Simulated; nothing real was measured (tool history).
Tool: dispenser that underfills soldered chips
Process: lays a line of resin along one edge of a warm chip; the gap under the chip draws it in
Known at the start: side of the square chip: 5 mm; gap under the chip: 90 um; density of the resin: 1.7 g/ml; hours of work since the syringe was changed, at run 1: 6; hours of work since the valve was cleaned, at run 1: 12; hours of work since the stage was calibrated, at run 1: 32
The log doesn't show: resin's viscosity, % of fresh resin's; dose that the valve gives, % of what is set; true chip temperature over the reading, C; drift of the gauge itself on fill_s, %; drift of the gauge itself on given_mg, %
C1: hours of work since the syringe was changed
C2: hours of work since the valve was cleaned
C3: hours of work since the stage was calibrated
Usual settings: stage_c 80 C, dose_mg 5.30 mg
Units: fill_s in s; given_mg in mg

{"run": 1, "day": 0.0, "stage_c": 80, "dose_mg": 5.3, "C1": 6, "C2": 12, "C3": 32, "fill_s": 22.7, "given_mg": 5.28}
{"day": 0.1, "done": "new syringe of resin"}
{"run": 2, "day": 0.371, "stage_c": 76, "dose_mg": 5.3, "C1": 4, "C2": 17, "C3": 38, "fill_s": 21.6, "given_mg": 5.31}
{"day": 0.554, "done": "new syringe of resin"}
{"run": 3, "day": 0.696, "stage_c": 65, "dose_mg": 5.3, "C1": 2, "C2": 23, "C3": 43, "fill_s": 27.0, "given_mg": 5.16}
{"day": 1.012, "done": "new syringe of resin"}
{"run": 4, "day": 1.196, "stage_c": 65, "dose_mg": 5.3, "C1": 3, "C2": 31, "C3": 51, "fill_s": 27.7, "given_mg": 5.17}
{"day": 1.467, "done": "new syringe of resin"}
{"run": 5, "day": 1.65, "stage_c": 80, "dose_mg": 5.3, "C1": 3, "C2": 38, "C3": 58, "fill_s": 17.4, "given_mg": 5.14}
{"day": 1.933, "done": "new syringe of resin"}
{"run": 6, "day": 2.246, "stage_c": 80, "dose_mg": 5.3, "C1": 5, "C2": 47, "C3": 68, "fill_s": 19.9, "given_mg": 5.15}
{"day": 2.4, "done": "new syringe of resin"}
{"run": 7, "day": 2.767, "stage_c": 80, "dose_mg": 5.3, "C1": 6, "C2": 56, "C3": 76, "fill_s": 21.8, "given_mg": 4.99}
{"day": 2.867, "done": "new syringe of resin"}
{"run": 8, "day": 3.25, "stage_c": 80, "dose_mg": 6.36, "C1": 6, "C2": 63, "C3": 84, "fill_s": 22.1, "given_mg": 6.01}
{"day": 3.362, "done": "new syringe of resin"}
{"run": 9, "day": 3.508, "stage_c": 80, "dose_mg": 6.36, "C1": 2, "C2": 67, "C3": 88, "fill_s": 16.0, "given_mg": 6.08}
{"day": 3.825, "done": "new syringe of resin"}
{"run": 10, "day": 3.858, "stage_c": 80, "dose_mg": 5.3, "C1": 1, "C2": 73, "C3": 93, "fill_s": 15.0, "given_mg": 5.04}
{"day": 4.312, "done": "new syringe of resin"}
{"run": 11, "day": 4.317, "stage_c": 80, "dose_mg": 5.3, "C1": 0, "C2": 80, "C3": 100, "fill_s": 14.3, "given_mg": 4.91}
{"day": 4.767, "done": "new syringe of resin"}
{"run": 12, "day": 4.767, "stage_c": 80, "dose_mg": 5.3, "C1": 0, "C2": 87, "C3": 108, "fill_s": 14.0, "given_mg": 4.96}
{"run": 13, "day": 5.117, "stage_c": 81, "dose_mg": 4.62, "C1": 6, "C2": 93, "C3": 113, "fill_s": 22.1, "given_mg": 4.32}
{"day": 5.229, "done": "new syringe of resin"}
{"day": 5.688, "done": "new syringe of resin"}
{"run": 14, "day": 5.7, "stage_c": 86, "dose_mg": 5.83, "C1": 0, "C2": 102, "C3": 123, "fill_s": 11.8, "given_mg": 5.38}
{"run": 15, "day": 6.075, "stage_c": 71, "dose_mg": 5.55, "C1": 6, "C2": 108, "C3": 129, "fill_s": 29.8, "given_mg": 5.14}
{"day": 6.158, "done": "new syringe of resin"}
{"run": 16, "day": 6.512, "stage_c": 86, "dose_mg": 5.44, "C1": 6, "C2": 115, "C3": 136, "fill_s": 18.0, "given_mg": 4.91}
{"day": 6.612, "done": "new syringe of resin"}
{"day": 7.071, "done": "new syringe of resin"}
{"run": 17, "day": 7.071, "stage_c": 86, "dose_mg": 5.44, "C1": 0, "C2": 124, "C3": 144, "fill_s": 11.7, "given_mg": 5.06}
{"day": 7.258, "done": "dispensing valve cleaned and set on the balance"}
{"day": 7.583, "done": "new syringe of resin"}
{"run": 18, "day": 7.675, "stage_c": 93, "dose_mg": 6.4, "C1": 1, "C2": 7, "C3": 153, "fill_s": 9.7, "given_mg": 6.28}
{"day": 8.042, "done": "new syringe of resin"}
{"run": 19, "day": 8.121, "stage_c": 93, "dose_mg": 6.4, "C1": 1, "C2": 14, "C3": 161, "fill_s": 10.3, "given_mg": 6.37}
{"day": 8.533, "done": "new syringe of resin"}
{"run": 20, "day": 8.7, "stage_c": 86, "dose_mg": 6.4, "C1": 3, "C2": 23, "C3": 170, "fill_s": 14.1, "given_mg": 6.31}
{"day": 9.004, "done": "new syringe of resin"}
{"run": 21, "day": 9.117, "stage_c": 70, "dose_mg": 4.84, "C1": 2, "C2": 30, "C3": 176, "fill_s": 21.4, "given_mg": 4.77}

How the hidden state differs across the entries between the runs, from the last listed run before each to the first after it:
Between runs 1 and 2: new syringe of resin (day 0.100)
  resin's viscosity, % of fresh resin's: 162.1 -> 141; dose that the valve gives, % of what is set: 99.26 -> 98.84; true chip temperature over the reading, C: -0.11 -> -0.08
  measured less the result without the state, fill_s: +8.6 -> +6.5 s; given_mg: -0.04 -> -0.07 mg
Between runs 2 and 3: new syringe of resin (day 0.554)
  resin's viscosity, % of fresh resin's: 141 -> 121.9; dose that the valve gives, % of what is set: 98.84 -> 98.47; true chip temperature over the reading, C: -0.08 -> -0.07
  measured less the result without the state, fill_s: +6.5 -> +4.9 s; given_mg: -0.07 -> -0.08 mg
Between runs 3 and 4: new syringe of resin (day 1.012)
  resin's viscosity, % of fresh resin's: 121.9 -> 126.6; dose that the valve gives, % of what is set: 98.47 -> 97.96; true chip temperature over the reading, C: -0.07 -> -0.04
  measured less the result without the state, fill_s: +4.9 -> +5.9 s; given_mg: -0.08 -> -0.11 mg
Between runs 4 and 5: new syringe of resin (day 1.467)
  resin's viscosity, % of fresh resin's: 126.6 -> 126.7; dose that the valve gives, % of what is set: 97.96 -> 97.49; true chip temperature over the reading, C: -0.04 -> -0.01
  measured less the result without the state, fill_s: +5.9 -> +3.7 s; given_mg: -0.11 -> -0.13 mg
Between runs 5 and 6: new syringe of resin (day 1.933)
  resin's viscosity, % of fresh resin's: 126.7 -> 146.7; dose that the valve gives, % of what is set: 97.49 -> 96.83; true chip temperature over the reading, C: -0.01 -> 0.02
  measured less the result without the state, fill_s: +3.7 -> +6.5 s; given_mg: -0.13 -> -0.16 mg
Between runs 6 and 7: new syringe of resin (day 2.400)
  resin's viscosity, % of fresh resin's: 146.7 -> 162.4; dose that the valve gives, % of what is set: 96.83 -> 96.29; true chip temperature over the reading, C: 0.02 -> 0.04
  measured less the result without the state, fill_s: +6.5 -> +8.6 s; given_mg: -0.16 -> -0.20 mg
Between runs 7 and 8: new syringe of resin (day 2.867)
  resin's viscosity, % of fresh resin's: 162.4 -> 164.4; dose that the valve gives, % of what is set: 96.29 -> 95.82; true chip temperature over the reading, C: 0.04 -> 0.07
  measured less the result without the state, fill_s: +8.6 -> +8.6 s; given_mg: -0.20 -> -0.27 mg
Between runs 8 and 9: new syringe of resin (day 3.362)
  resin's viscosity, % of fresh resin's: 164.4 -> 120.2; dose that the valve gives, % of what is set: 95.82 -> 95.55; true chip temperature over the reading, C: 0.07 -> 0.08
  measured less the result without the state, fill_s: +8.6 -> +2.7 s; given_mg: -0.27 -> -0.28 mg
Between runs 9 and 10: new syringe of resin (day 3.825)
  resin's viscosity, % of fresh resin's: 120.2 -> 105.1; dose that the valve gives, % of what is set: 95.55 -> 95.17; true chip temperature over the reading, C: 0.08 -> 0.1
  measured less the result without the state, fill_s: +2.7 -> +0.8 s; given_mg: -0.28 -> -0.26 mg
Between runs 10 and 11: new syringe of resin (day 4.312)
  resin's viscosity, % of fresh resin's: 105.1 -> 100.6; dose that the valve gives, % of what is set: 95.17 -> 94.69; true chip temperature over the reading, C: 0.1 -> 0.13
  measured less the result without the state, fill_s: +0.8 -> +0.2 s; given_mg: -0.26 -> -0.28 mg
Between runs 11 and 12: new syringe of resin (day 4.767)
  dose that the valve gives, % of what is set: 94.69 -> 94.2; true chip temperature over the reading, C: 0.13 -> 0.15
  measured less the result without the state, fill_s: +0.2 -> +0.3 s; given_mg: -0.28 -> -0.31 mg
Between runs 13 and 14: new syringe of resin (day 5.229); new syringe of resin (day 5.688)
  resin's viscosity, % of fresh resin's: 155.9 -> 103.4; dose that the valve gives, % of what is set: 93.85 -> 93.28; true chip temperature over the reading, C: 0.17 -> 0.2
  measured less the result without the state, fill_s: +8.3 -> +0.4 s; given_mg: -0.28 -> -0.40 mg
Between runs 15 and 16: new syringe of resin (day 6.158)
  resin's viscosity, % of fresh resin's: 165.3 -> 155.6; dose that the valve gives, % of what is set: 92.84 -> 92.38; true chip temperature over the reading, C: 0.22 -> 0.25
  measured less the result without the state, fill_s: +11.9 -> +6.5 s; given_mg: -0.40 -> -0.41 mg
Between runs 16 and 17: new syringe of resin (day 6.612); new syringe of resin (day 7.071)
  resin's viscosity, % of fresh resin's: 155.6 -> 99; dose that the valve gives, % of what is set: 92.38 -> 91.87; true chip temperature over the reading, C: 0.25 -> 0.28
  measured less the result without the state, fill_s: +6.5 -> +0.0 s; given_mg: -0.41 -> -0.44 mg
Between runs 17 and 18: dispensing valve cleaned and set on the balance (day 7.258); new syringe of resin (day 7.583)
  resin's viscosity, % of fresh resin's: 99 -> 111.6; dose that the valve gives, % of what is set: 91.87 -> 99.5; true chip temperature over the reading, C: 0.28 -> 0.31
  measured less the result without the state, fill_s: +0.0 -> +1.0 s; given_mg: -0.44 -> -0.03 mg
Between runs 18 and 19: new syringe of resin (day 8.042)
  resin's viscosity, % of fresh resin's: 111.6 -> 110; dose that the valve gives, % of what is set: 99.5 -> 99.07; true chip temperature over the reading, C: 0.31 -> 0.33
  measured less the result without the state, fill_s: +1.0 -> +0.8 s; given_mg: -0.03 -> -0.06 mg
Between runs 19 and 20: new syringe of resin (day 8.533)
  resin's viscosity, % of fresh resin's: 110 -> 122.3; dose that the valve gives, % of what is set: 99.07 -> 98.49; true chip temperature over the reading, C: 0.33 -> 0.37
  measured less the result without the state, fill_s: +0.8 -> +2.4 s; given_mg: -0.06 -> -0.10 mg
Between runs 20 and 21: new syringe of resin (day 9.004)
  resin's viscosity, % of fresh resin's: 122.3 -> 114.6; dose that the valve gives, % of what is set: 98.49 -> 98.07; true chip temperature over the reading, C: 0.37 -> 0.39
  measured less the result without the state, fill_s: +2.4 -> +2.6 s; given_mg: -0.10 -> -0.09 mg

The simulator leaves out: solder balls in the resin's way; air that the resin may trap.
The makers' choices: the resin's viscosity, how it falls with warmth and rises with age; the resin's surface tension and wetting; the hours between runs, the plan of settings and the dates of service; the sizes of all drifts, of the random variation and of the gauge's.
